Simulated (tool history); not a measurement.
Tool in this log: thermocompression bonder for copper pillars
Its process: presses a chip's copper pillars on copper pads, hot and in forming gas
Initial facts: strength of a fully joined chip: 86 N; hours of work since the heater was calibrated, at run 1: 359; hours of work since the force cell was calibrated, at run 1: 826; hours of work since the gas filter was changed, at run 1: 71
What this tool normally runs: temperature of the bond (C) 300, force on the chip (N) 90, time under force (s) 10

run   hour  temperature of the bond (C)  force on the chip (N)  time under force (s)  hours of work since the heater was calibrated  hours of work since the force cell was calibrated  hours of work since the gas filter was changed  force that shears a chip off (N)
  1    0.0                          300                     90                    10                                            359                                                826                                              71                              50.2
  2   22.8                          300                     90                    10                                            374                                                840                                              86                              49.9
  3   32.2                          300                     90                    28                                            380                                                847                                              93                              66.9
  4   52.5                          300                     90                    10                                            393                                                860                                             106                              50.9
  5   71.4                          300                     90                    10                                            405                                                872                                             118                              51.2
  6   83.5                          300                     90                    10                                            413                                                880                                             126                              50.5
  7   97.7                          300                     90                    10                                            423                                                889                                             135                              50.4
  8  111.8                          300                     90                    10                                            432                                                899                                             145                              51.3
  9  130.7                          300                     90                    10                                            444                                                911                                             157                              50.5
 10  141.6                          300                     90                    10                                            451                                                918                                             164                              50.9
 11  159.5                          300                     90                    10                                            463                                                930                                             176                              50.8
 12  176.1                          300                     90                    10                                            474                                                941                                             187                              50.3
     184.3  -- force cell calibrated
 13  196.6                          307                     84                    18                                            486                                                  8                                             199                              61.5
 14  206.3                          319                     84                    23                                            493                                                 14                                             205                              68.9
 15  228.6                          300                     55                     7                                            507                                                 29                                             220                              30.4
 16  239.6                          300                     56                     6                                            514                                                 36                                             227                              29.2
 17  257.5                          300                     56                     6                                            526                                                 48                                             239                              28.3
     262.0  -- forming gas filter changed
 18  270.0                          300                     56                     6                                            534                                                 56                                               5                              29.3

Below are 4 alternative next runs, each starting from the tool's condition after run 18. Predict each:
  A  286.6                          300                     90                    21                                            545                                                 66                                              16                                 ?
  B  286.6                          280                     56                     6                                            545                                                 66                                              16                                 ?
  C  286.6                          302                    124                    22                                            545                                                 66                                              16                                 ?
  D  286.6                          300                     79                     6                                            545                                                 66                                              16                                 ?

run  force that shears a chip off (N)
  A                              62.1
  B                              22.9
  C                              74.4
  D                              38.5
Stripped of hidden state, with their random variation kept, the same runs would have yielded:
run  force that shears a chip off (N)
  A                              62.1
  B                              22.9
  C                              74.3
  D                              38.5
